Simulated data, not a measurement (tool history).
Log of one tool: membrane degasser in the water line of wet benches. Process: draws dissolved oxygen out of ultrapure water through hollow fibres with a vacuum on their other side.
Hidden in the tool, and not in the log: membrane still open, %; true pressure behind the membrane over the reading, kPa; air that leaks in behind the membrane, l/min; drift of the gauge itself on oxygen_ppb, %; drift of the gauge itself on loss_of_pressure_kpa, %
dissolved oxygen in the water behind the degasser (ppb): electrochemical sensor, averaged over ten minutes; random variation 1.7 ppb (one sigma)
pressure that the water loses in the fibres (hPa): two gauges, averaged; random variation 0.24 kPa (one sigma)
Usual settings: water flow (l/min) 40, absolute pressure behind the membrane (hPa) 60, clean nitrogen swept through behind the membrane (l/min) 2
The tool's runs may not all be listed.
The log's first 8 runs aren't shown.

run    hour  water flow (l/min)  absolute pressure behind the membrane (hPa)  clean nitrogen swept through behind the membrane (l/min)  hours since the membrane was changed  hours since the vacuum gauge was calibrated  hours since the vacuum lines were made tight  dissolved oxygen in the water behind the degasser (ppb)  pressure that the water loses in the fibres (hPa)
  9  1651.2                  40                                           60                                                         2                                  7758                                         6064                                          1159                                                      187                                              644.2
 10  1826.4                  40                                           60                                                         2                                  7933                                         6239                                          1335                                                    183.6                                              645.3
 11  2075.5                  40                                           60                                                         2                                  8183                                         6488                                          1584                                                    189.2                                              643.1
     2191.7  -- vacuum gauge calibrated
 12  2378.8                  28                                           60                                                         2                                  8485                                          187                                          1887                                                    113.4                                              451.2
 13    2682                  28                                           60                                                         2                                  8789                                          490                                          2190                                                    113.3                                              455.8
 14  2922.8                  28                                           60                                                         2                                  9029                                          731                                          2431                                                    113.7                                              451.9
     3067.3  -- vacuum gauge calibrated, once more
 15  3197.5                  28                                           60                                                         2                                  9304                                          130                                          2705                                                     96.8                                              454.8
 16  3356.8                  40                                         38.1                                                         2                                  9463                                          289                                          2864                                                     79.7                                              650.8
 17    3634                  47                                        122.4                                                      1.97                                  9740                                          567                                          3141                                                    550.3                                              766.5
 18    3898                  31                                           60                                                       3.4                                 10004                                          831                                          3405                                                     78.1                                              505.3
 19  4162.2                  33                                           60                                                      1.31                                 10268                                         1095                                          3669                                                    180.3                                              539.6
 20  4452.7                  33                                         44.6                                                      1.13                                 10559                                         1385                                          3960                                                    104.5                                              543.7
 21  4650.3                  54                                           50                                                      2.36                                 10756                                         1583                                          4158                                                    258.4                                              884.8
 22  4880.3                  27                                           60                                                         2                                 10986                                         1813                                          4388                                                     97.4                                              441.5
 23  5099.5                  27                                           60                                                         2                                 11206                                         2032                                          4607                                                     99.7                                              446.5
 24  5393.4                  27                                           60                                                         2                                 11499                                         2326                                          4901                                                     98.8                                              445.5
 25  5561.7                  27                                           60                                                         2                                 11668                                         2494                                          5069                                                     99.4                                              443.7
 26  5725.1                  43                                           60                                                      5.01                                 11831                                         2658                                          5232                                                    135.9                                              710.6
 27    5954                  39                                           60                                                         2                                 12060                                         2887                                          5461                                                    175.7                                              649.2
 28  6245.9                  43                                         62.6                                                         2                                 12352                                         3179                                          5753                                                    226.9                                                712
 29  6529.3                  40                                         45.5                                                         2                                 12635                                         3462                                          6037                                                    127.2                                              663.2
 30  6815.8                  40                                         45.5                                                         2                                 12922                                         3749                                          6323                                                    125.7                                              663.3
 31  6979.3                  40                                         45.5                                                         2                                 13085                                         3912                                          6487                                                      125                                              669.6
 32  7134.7                  40                                         41.2                                                         2                                 13241                                         4067                                          6642                                                    106.4                                              666.8

4 ways to go on from here, each from the tool as it stands after run 32. What would each give?
  A  7395.3                  27                                           55                                                      1.03                                 13501                                         4328                                          6903                                                        ?                                                  ?
  B  7395.3                  31                                           60                                                         2                                 13501                                         4328                                          6903                                                        ?                                                  ?
  C  7395.3                  38                                         41.2                                                      1.71                                 13501                                         4328                                          6903                                                        ?                                                  ?
  D  7395.3                  45                                        114.8                                                         2                                 13501                                         4328                                          6903                                                        ?                                                  ?

run  dissolved oxygen in the water behind the degasser (ppb)  pressure that the water loses in the fibres (hPa)
  A                                                    154.8                                              453.6
  B                                                    125.4                                              514.7
  C                                                    105.4                                              628.9
  D                                                      489                                              750.7
Without the tool's hidden state the same runs would have given:
run  dissolved oxygen in the water behind the degasser (ppb)  pressure that the water loses in the fibres (hPa)
  A                                                      136                                              422.3
  B                                                      109                                              478.6
  C                                                     77.3                                              584.8
  D                                                    451.3                                              698.3
